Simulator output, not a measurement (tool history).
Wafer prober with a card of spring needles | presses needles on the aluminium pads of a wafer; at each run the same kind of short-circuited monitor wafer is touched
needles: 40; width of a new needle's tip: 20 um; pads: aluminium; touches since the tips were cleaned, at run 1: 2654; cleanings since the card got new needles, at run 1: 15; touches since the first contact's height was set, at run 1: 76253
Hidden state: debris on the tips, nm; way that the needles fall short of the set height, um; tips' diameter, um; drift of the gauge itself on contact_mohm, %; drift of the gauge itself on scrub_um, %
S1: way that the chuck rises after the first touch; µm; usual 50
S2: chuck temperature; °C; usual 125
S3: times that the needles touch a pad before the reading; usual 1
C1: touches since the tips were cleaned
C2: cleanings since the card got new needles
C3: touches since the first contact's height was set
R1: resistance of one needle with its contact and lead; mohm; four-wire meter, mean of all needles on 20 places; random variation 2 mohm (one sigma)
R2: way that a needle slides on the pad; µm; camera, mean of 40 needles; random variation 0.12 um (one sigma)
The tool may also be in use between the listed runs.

run 1 hour=0.0 | S1=50 S2=125 S3=1 | C1=2654 C2=15 C3=76253 | R1=260 R2=7.83
-- hour=4.8 tips cleaned on abrasive film
-- hour=16.7 tips cleaned on abrasive film
-- hour=26.2 tips cleaned on abrasive film
-- hour=38.0 tips cleaned on abrasive film
run 2 hour=41.3 | S1=50 S2=125 S3=1 | C1=1427 C2=19 C3=94266 | R1=247 R2=7.80
-- hour=48.4 tips cleaned on abrasive film
-- hour=60.3 tips cleaned on abrasive film
-- hour=72.1 tips cleaned on abrasive film
-- hour=84.0 tips cleaned on abrasive film
-- hour=93.5 tips cleaned on abrasive film
run 3 hour=99.9 | S1=50 S2=125 S3=1 | C1=2830 C2=24 C3=119902 | R1=267 R2=7.93
-- hour=104.7 tips cleaned on abrasive film
-- hour=114.2 tips cleaned on abrasive film
-- hour=126.1 tips cleaned on abrasive film
-- hour=135.6 tips cleaned on abrasive film
run 4 hour=143.9 | S1=52 S2=125 S3=1 | C1=3679 C2=28 C3=139131 | R1=274 R2=8.00
-- hour=146.4 tips cleaned on abrasive film
-- hour=155.9 tips cleaned on abrasive film
-- hour=167.7 tips cleaned on abrasive film
run 5 hour=174.3 | S1=52 S2=125 S3=1 | C1=2887 C2=31 C3=152384 | R1=264 R2=7.79
-- hour=179.1 tips cleaned on abrasive film
-- hour=188.6 tips cleaned on abrasive film
-- hour=200.4 tips cleaned on abrasive film
-- hour=212.3 tips cleaned on abrasive film
run 6 hour=215.5 | S1=52 S2=125 S3=1 | C1=1402 C2=35 C3=170372 | R1=261 R2=7.91
-- hour=222.6 tips cleaned on abrasive film
-- hour=234.5 tips cleaned on abrasive film
-- hour=244.0 tips cleaned on abrasive film
-- hour=255.8 tips cleaned on abrasive film
-- hour=267.7 tips cleaned on abrasive film
run 7 hour=273.3 | S1=52 S2=64 S3=1 | C1=2467 C2=40 C3=195644 | R1=256 R2=7.56
-- hour=278.1 tips cleaned on abrasive film
-- hour=290.0 tips cleaned on abrasive film
-- hour=299.5 tips cleaned on abrasive film
-- hour=311.3 tips cleaned on abrasive film
-- hour=321.0 height of the first contact set anew
-- hour=323.5 tips cleaned on abrasive film
-- hour=335.3 tips cleaned on abrasive film
run 8 hour=342.8 | S1=50 S2=46 S3=1 | C1=3290 C2=46 C3=9511 | R1=257 R2=8.00
-- hour=345.2 tips cleaned on abrasive film
-- hour=357.1 tips cleaned on abrasive film
-- hour=368.9 tips cleaned on abrasive film
-- hour=380.8 tips cleaned on abrasive film
-- hour=392.7 tips cleaned on abrasive film
run 9 hour=395.2 | S1=50 S2=46 S3=1 | C1=1112 C2=51 C3=32392 | R1=231 R2=7.96
-- hour=402.3 tips cleaned on abrasive film
-- hour=414.2 tips cleaned on abrasive film
-- hour=426.1 tips cleaned on abrasive film
run 10 hour=434.9 | S1=50 S2=46 S3=1 | C1=3891 C2=54 C3=49765 | R1=259 R2=7.76
-- hour=437.3 tips cleaned on abrasive film
-- hour=449.2 tips cleaned on abrasive film
-- hour=458.7 tips cleaned on abrasive film
-- hour=470.6 tips cleaned on abrasive film
-- hour=482.4 tips cleaned on abrasive film
run 11 hour=483.5 | S1=50 S2=37 S3=1 | C1=495 C2=59 C3=70991 | R1=215 R2=7.85
-- hour=493.0 tips cleaned on abrasive film
-- hour=502.5 tips cleaned on abrasive film
-- hour=514.4 tips cleaned on abrasive film
-- hour=523.9 tips cleaned on abrasive film
run 12 hour=526.9 | S1=50 S2=37 S3=1 | C1=1336 C2=63 C3=89948 | R1=236 R2=7.72

Forecast run 13:
-- hour=534.1 tips cleaned on abrasive film
-- hour=545.9 tips cleaned on abrasive film
-- hour=557.8 tips cleaned on abrasive film
-- hour=569.6 tips cleaned on abrasive film
-- hour=581.2 tips cleaned on abrasive film
run 13 hour=581.2 | S1=38 S2=37 S3=2 | C1=0 C2=68 C3=113650 | R1=? R2=?

{"run 13": {"R1": 226, "R2": 5.65}}
Without the tool's hidden state the same run would have given R1 209 mohm, R2 6.05 µm.
